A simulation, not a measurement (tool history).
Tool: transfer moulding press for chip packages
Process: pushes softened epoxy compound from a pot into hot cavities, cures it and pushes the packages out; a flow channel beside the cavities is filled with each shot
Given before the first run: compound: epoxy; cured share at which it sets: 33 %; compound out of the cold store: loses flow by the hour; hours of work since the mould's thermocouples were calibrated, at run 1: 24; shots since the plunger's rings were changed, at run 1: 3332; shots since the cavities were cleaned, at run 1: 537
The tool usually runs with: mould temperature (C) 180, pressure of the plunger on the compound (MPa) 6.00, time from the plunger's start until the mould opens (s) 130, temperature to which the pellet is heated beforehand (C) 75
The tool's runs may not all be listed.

run   hour  mould temperature (C)  pressure of the plunger on the compound (MPa)  time from the plunger's start until the mould opens (s)  temperature to which the pellet is heated beforehand (C)  hours of work since the mould's thermocouples were calibrated  shots since the plunger's rings were changed  shots since the cavities were cleaned  incoming compound's hours out of the cold store  length that the compound runs in the flow channel (mm)  greatest force on the pins that push the packages out (N)
  1    0.0                    180                                           6.00                                                      130                                                        75                                                             24                                          3332                                    537                                             43.3                                                     783                                                        333
  2   10.4                    180                                           6.00                                                      130                                                        75                                                             31                                          3439                                    644                                             11.6                                                     862                                                        359
  3   15.5                    180                                           6.00                                                      130                                                        75                                                             35                                          3492                                    697                                             22.2                                                     836                                                        365
  4   21.6                    180                                           6.00                                                      130                                                        75                                                             39                                          3554                                    759                                             18.6                                                     843                                                        363
      28.3  -- cavities cleaned with cleaning compound and waxed
  5   30.8                    180                                           6.00                                                      130                                                        75                                                             44                                          3634                                     27                                             27.6                                                     821                                                        225
  6   40.6                    180                                           6.00                                                      130                                                        75                                                             50                                          3734                                    127                                              9.7                                                     864                                                        263
  7   48.8                    180                                           6.00                                                      130                                                        75                                                             56                                          3819                                    212                                             12.9                                                     857                                                        288
  8   55.0                    180                                           6.00                                                      130                                                        78                                                             60                                          3883                                    276                                              9.8                                                     864                                                        308
      62.7  -- plunger's sealing rings changed
  9   65.4                    180                                           6.00                                                      130                                                        78                                                             65                                            27                                    357                                             42.2                                                     803                                                        311
 10   76.4                    180                                           6.00                                                      130                                                        80                                                             73                                           140                                    470                                             10.4                                                     885                                                        346
 11   86.4                    180                                           6.00                                                      130                                                        75                                                             79                                           243                                    573                                             25.7                                                     844                                                        359
      89.2  -- mould's thermocouples calibrated
 12   98.9                    180                                           6.00                                                      130                                                        75                                                              7                                           352                                    682                                              8.6                                                     891                                                        388
 13  110.5                    180                                           6.00                                                      130                                                        75                                                             14                                           471                                    801                                             35.7                                                     818                                                        379
     113.6  -- cavities cleaned with cleaning compound and waxed
 14  118.4                    180                                           6.00                                                      130                                                        75                                                             19                                           537                                     50                                             44.4                                                     796                                                        228
     127.6  -- mould's thermocouples calibrated, once more
 15  127.9                    180                                           6.00                                                      130                                                        75                                                              0                                           614                                    127                                             22.2                                                     850                                                        251
 16  133.6                    185                                           6.00                                                      131                                                        82                                                              4                                           673                                    186                                             42.7                                                     785                                                        257
 17  141.5                    175                                           5.15                                                      131                                                        80                                                              9                                           753                                    266                                             32.8                                                     778                                                        355
 18  150.7                    180                                           6.00                                                      122                                                        84                                                             15                                           848                                    361                                             42.7                                                     796                                                        343
 19  157.9                    187                                           6.00                                                      127                                                        77                                                             20                                           922                                    435                                             28.3                                                     813                                                        304
 20  165.4                    180                                           6.00                                                      130                                                        72                                                             25                                           999                                    512                                             25.9                                                     840                                                        343
 21  173.4                    180                                           6.00                                                      130                                                        72                                                             31                                          1082                                    595                                             46.5                                                     787                                                        363
 22  182.8                    180                                           6.00                                                      130                                                        72                                                             37                                          1179                                    692                                             23.4                                                     844                                                        390
 23  193.0                    182                                           7.41                                                      136                                                        81                                                             44                                          1284                                    797                                              8.2                                                     974                                                        361
     195.7  -- cavities cleaned with cleaning compound and waxed
 24  200.8                    175                                           7.41                                                      136                                                        81                                                             48                                          1349                                     53                                             26.8                                                     945                                                        278
 25  212.0                    175                                           7.41                                                      136                                                        81                                                             55                                          1464                                    168                                             47.2                                                     887                                                        310
 26  220.9                    180                                           6.00                                                      113                                                        75                                                             61                                          1555                                    259                                              8.2                                                     884                                                        360
 27  232.0                    175                                           5.12                                                      113                                                        75                                                             69                                          1670                                    374                                             33.6                                                     769                                                        559
 28  241.4                    180                                           6.75                                                      130                                                        73                                                             75                                          1766                                    470                                             47.2                                                     828                                                        330
 29  250.1                    176                                           5.59                                                      129                                                        73                                                             81                                          1856                                    560                                             40.8                                                     781                                                        430
 30  257.8                    176                                           6.00                                                      169                                                        81                                                             86                                          1935                                    639                                             12.5                                                     880                                                        353

Here are 3 independent what-if runs from the current tool condition. What would each one return?
  A  269.1                    180                                           6.00                                                      140                                                        80                                                             94                                          2052                                    756                                             30.4                                                       ?                                                          ?
  B  269.1                    179                                           7.28                                                      116                                                        81                                                             94                                          2052                                    756                                             31.7                                                       ?                                                          ?
  C  269.1                    182                                           6.05                                                      130                                                        85                                                             94                                          2052                                    756                                             42.9                                                       ?                                                          ?

run  length that the compound runs in the flow channel (mm)  greatest force on the pins that push the packages out (N)
  A                                                     823                                                        364
  B                                                     905                                                        462
  C                                                     787                                                        375
Without the tool's unlogged condition, the same runs would have read:
run  length that the compound runs in the flow channel (mm)  greatest force on the pins that push the packages out (N)
  A                                                     836                                                        198
  B                                                     920                                                        248
  C                                                     800                                                        207

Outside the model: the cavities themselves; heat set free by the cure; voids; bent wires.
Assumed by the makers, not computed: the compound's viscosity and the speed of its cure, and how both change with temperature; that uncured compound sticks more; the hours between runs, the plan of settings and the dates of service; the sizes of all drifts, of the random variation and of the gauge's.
